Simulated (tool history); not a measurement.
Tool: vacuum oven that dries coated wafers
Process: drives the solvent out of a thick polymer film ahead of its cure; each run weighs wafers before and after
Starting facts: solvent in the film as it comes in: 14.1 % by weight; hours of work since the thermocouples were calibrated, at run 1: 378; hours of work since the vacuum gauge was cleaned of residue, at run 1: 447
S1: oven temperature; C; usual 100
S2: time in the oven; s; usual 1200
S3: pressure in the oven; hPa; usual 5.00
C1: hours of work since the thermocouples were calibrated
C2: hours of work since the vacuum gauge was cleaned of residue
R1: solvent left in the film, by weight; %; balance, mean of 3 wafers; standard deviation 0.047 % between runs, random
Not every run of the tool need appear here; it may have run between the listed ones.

run 1 day=0.000 | S1=100 S2=1200 S3=5.00 | C1=378 C2=447 | R1=1.02
run 2 day=0.983 | S1=100 S2=1200 S3=4.29 | C1=394 C2=463 | R1=1.07
run 3 day=1.921 | S1=100 S2=1200 S3=4.29 | C1=410 C2=478 | R1=1.09
run 4 day=2.571 | S1=100 S2=1200 S3=13.65 | C1=420 C2=489 | R1=1.51
run 5 day=3.271 | S1=100 S2=1200 S3=13.65 | C1=431 C2=500 | R1=1.57
run 6 day=4.317 | S1=100 S2=1200 S3=13.65 | C1=448 C2=517 | R1=1.57
run 7 day=5.496 | S1=100 S2=1200 S3=13.65 | C1=468 C2=536 | R1=1.64
run 8 day=6.500 | S1=100 S2=1200 S3=13.65 | C1=484 C2=552 | R1=1.61
run 9 day=7.462 | S1=100 S2=1200 S3=13.65 | C1=500 C2=568 | R1=1.56
run 10 day=8.621 | S1=100 S2=1200 S3=5.00 | C1=518 C2=587 | R1=1.07
run 11 day=9.442 | S1=100 S2=1200 S3=8.64 | C1=532 C2=600 | R1=1.28
run 12 day=10.679 | S1=100 S2=1200 S3=8.64 | C1=552 C2=620 | R1=1.33
run 13 day=11.471 | S1=100 S2=1200 S3=5.00 | C1=565 C2=633 | R1=1.04
run 14 day=12.012 | S1=100 S2=1080 S3=5.00 | C1=573 C2=642 | R1=1.41
run 15 day=12.796 | S1=100 S2=1080 S3=5.00 | C1=586 C2=654 | R1=1.41
run 16 day=13.688 | S1=100 S2=1200 S3=5.00 | C1=601 C2=669 | R1=1.11
run 17 day=14.712 | S1=100 S2=1200 S3=5.00 | C1=617 C2=686 | R1=1.18
run 18 day=15.654 | S1=108 S2=1200 S3=5.00 | C1=632 C2=701 | R1=0.55
run 19 day=16.346 | S1=108 S2=1200 S3=5.00 | C1=644 C2=712 | R1=0.53
run 20 day=17.600 | S1=108 S2=1200 S3=5.00 | C1=664 C2=733 | R1=0.59
-- day=17.783 oven's thermocouples calibrated
run 21 day=18.238 | S1=108 S2=1200 S3=5.00 | C1=7 C2=741 | R1=0.57
run 22 day=18.817 | S1=108 S2=1200 S3=5.00 | C1=17 C2=751 | R1=0.58
run 23 day=20.017 | S1=108 S2=1200 S3=5.00 | C1=36 C2=770 | R1=0.63
-- day=20.367 oven's thermocouples calibrated, once more
run 24 day=20.879 | S1=89 S2=1200 S3=5.00 | C1=8 C2=783 | R1=2.56
run 25 day=22.133 | S1=100 S2=1440 S3=5.00 | C1=29 C2=803 | R1=0.67
run 26 day=23.233 | S1=100 S2=900 S3=14.62 | C1=47 C2=821 | R1=2.14
run 27 day=24.062 | S1=100 S2=900 S3=14.62 | C1=60 C2=835 | R1=2.10
run 28 day=25.150 | S1=100 S2=900 S3=3.73 | C1=78 C2=852 | R1=1.59
run 29 day=26.383 | S1=103 S2=900 S3=4.97 | C1=98 C2=872 | R1=1.30
run 30 day=27.042 | S1=93 S2=1020 S3=19.16 | C1=108 C2=883 | R1=3.41
run 31 day=28.046 | S1=93 S2=1020 S3=19.16 | C1=125 C2=899 | R1=3.37
run 32 day=28.938 | S1=100 S2=1740 S3=6.78 | C1=139 C2=914 | R1=0.79
run 33 day=29.446 | S1=100 S2=1740 S3=6.78 | C1=147 C2=922 | R1=0.72
run 34 day=30.525 | S1=100 S2=1260 S3=5.00 | C1=165 C2=940 | R1=0.99
run 35 day=31.146 | S1=100 S2=1260 S3=5.00 | C1=175 C2=950 | R1=0.97
run 36 day=31.704 | S1=99 S2=960 S3=5.00 | C1=184 C2=959 | R1=1.64
run 37 day=32.896 | S1=115 S2=1380 S3=17.38 | C1=203 C2=978 | R1=0.72
run 38 day=33.812 | S1=95 S2=1500 S3=11.92 | C1=218 C2=993 | R1=1.68
run 39 day=34.838 | S1=95 S2=1500 S3=11.92 | C1=235 C2=1010 | R1=1.65
run 40 day=36.004 | S1=95 S2=1500 S3=11.92 | C1=254 C2=1029 | R1=1.62
run 41 day=36.958 | S1=95 S2=1080 S3=2.94 | C1=269 C2=1044 | R1=1.79
run 42 day=37.592 | S1=114 S2=1560 S3=9.30 | C1=280 C2=1054 | R1=0.48
run 43 day=38.288 | S1=114 S2=1560 S3=9.30 | C1=291 C2=1066 | R1=0.45
run 44 day=38.896 | S1=104 S2=720 S3=5.00 | C1=301 C2=1075 | R1=1.76
run 45 day=39.825 | S1=105 S2=720 S3=5.00 | C1=316 C2=1091 | R1=1.57

Expected results for the next run?
run 46 day=40.992 | S1=97 S2=900 S3=10.53 | C1=335 C2=1110 | R1=?

R1: 2.52 %
With no hidden state in the tool, this same run would have given R1 2.20 %.
